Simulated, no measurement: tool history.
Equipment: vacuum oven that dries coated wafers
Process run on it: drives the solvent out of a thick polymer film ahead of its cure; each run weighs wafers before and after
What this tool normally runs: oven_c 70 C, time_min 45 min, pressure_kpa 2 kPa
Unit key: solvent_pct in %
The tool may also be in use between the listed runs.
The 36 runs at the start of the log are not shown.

run	hour	oven_c	time_min	pressure_kpa	hours of work since the thermocouples were calibrated	hours of work since the vacuum gauge was cleaned of residue	solvent_pct
37	3212.2	74	45	2	1003	677	1.55
# hour 3288.7: oven's thermocouples calibrated
38	3330.4	63	48	5.53	33	769	5.16
39	3424.4	63	45	1.25	107	842	2.83
40	3532.3	68	59	4.14	191	927	2.84
41	3648.5	55	45	4.07	283	1019	7.2
42	3745.1	55	45	4.07	359	1095	7.27
43	3831.9	55	45	4.07	427	1163	7.25
44	3891.1	75	47	6.43	474	1209	3.07
45	3983.3	57	45	1.81	546	1282	4.88
46	4074.7	83	57	3.23	618	1354	1.13
47	4176.9	70	30	2	698	1434	3.54

Alternative continuations, all from the tool just after run 47; predict every row:
A	4232	78	30	2	742	1477	?
B	4232	65	75	2.49	742	1477	?
C	4232	58	30	4.93	742	1477	?

run	solvent_pct
A	2.03
B	2.24
C	8.76
Without the tool's hidden state the same runs would have given:
run	solvent_pct
A	1.75
B	1.8
C	8.18

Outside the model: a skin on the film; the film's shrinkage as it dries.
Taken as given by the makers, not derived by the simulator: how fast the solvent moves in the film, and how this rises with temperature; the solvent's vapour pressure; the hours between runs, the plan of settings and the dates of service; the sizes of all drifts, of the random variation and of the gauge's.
